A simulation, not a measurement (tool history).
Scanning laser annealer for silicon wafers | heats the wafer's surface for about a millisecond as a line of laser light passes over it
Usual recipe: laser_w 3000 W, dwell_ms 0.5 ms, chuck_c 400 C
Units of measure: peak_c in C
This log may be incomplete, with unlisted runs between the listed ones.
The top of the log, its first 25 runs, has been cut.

{"run": 26, "hour": 508.6, "laser_w": 2600, "dwell_ms": 0.5, "chuck_c": 395, "peak_c": 1027}
{"run": 27, "hour": 534.6, "laser_w": 2600, "dwell_ms": 0.5, "chuck_c": 395, "peak_c": 1022}
{"hour": 541.2, "done": "optics aligned, line set to its width"}
{"run": 28, "hour": 558.9, "laser_w": 3000, "dwell_ms": 0.38, "chuck_c": 377, "peak_c": 1024}
{"run": 29, "hour": 577.4, "laser_w": 3000, "dwell_ms": 0.5, "chuck_c": 438, "peak_c": 1177}
{"hour": 601.3, "done": "optics aligned, line set to its width, once more"}
{"run": 30, "hour": 601.3, "laser_w": 3080, "dwell_ms": 0.5, "chuck_c": 400, "peak_c": 1170}
{"run": 31, "hour": 625.0, "laser_w": 3143, "dwell_ms": 0.388, "chuck_c": 400, "peak_c": 1099}
{"run": 32, "hour": 648.1, "laser_w": 3194, "dwell_ms": 0.5, "chuck_c": 437, "peak_c": 1240}
{"run": 33, "hour": 671.3, "laser_w": 3000, "dwell_ms": 0.5, "chuck_c": 435, "peak_c": 1179}
{"run": 34, "hour": 693.5, "laser_w": 2884, "dwell_ms": 0.421, "chuck_c": 375, "peak_c": 1031}
{"run": 35, "hour": 714.8, "laser_w": 2884, "dwell_ms": 0.575, "chuck_c": 375, "peak_c": 1139}
{"run": 36, "hour": 727.7, "laser_w": 3297, "dwell_ms": 0.375, "chuck_c": 409, "peak_c": 1132}
{"run": 37, "hour": 751.8, "laser_w": 3297, "dwell_ms": 0.57, "chuck_c": 362, "peak_c": 1245}
{"run": 38, "hour": 768.7, "laser_w": 3055, "dwell_ms": 0.52, "chuck_c": 434, "peak_c": 1208}
{"run": 39, "hour": 784.3, "laser_w": 3206, "dwell_ms": 0.477, "chuck_c": 387, "peak_c": 1170}
{"run": 40, "hour": 807.8, "laser_w": 3206, "dwell_ms": 0.477, "chuck_c": 387, "peak_c": 1167}
{"run": 41, "hour": 823.6, "laser_w": 2855, "dwell_ms": 0.544, "chuck_c": 381, "peak_c": 1111}
{"run": 42, "hour": 843.6, "laser_w": 2939, "dwell_ms": 0.615, "chuck_c": 417, "peak_c": 1216}

Each row is a separate what-if for the run after 42, all from the same tool condition, not one after another. Results?
{"run": "A", "hour": 861.8, "laser_w": 2845, "dwell_ms": 0.375, "chuck_c": 362, "peak_c": "?"}
{"run": "B", "hour": 861.8, "laser_w": 2841, "dwell_ms": 0.5, "chuck_c": 400, "peak_c": "?"}
{"run": "C", "hour": 861.8, "laser_w": 2639, "dwell_ms": 0.426, "chuck_c": 417, "peak_c": "?"}

run=A peak_c=967
run=B peak_c=1095
run=C peak_c=1010
Without the tool's unlogged condition, the same runs would have read:
run=A peak_c=981
run=B peak_c=1111
run=C peak_c=1023
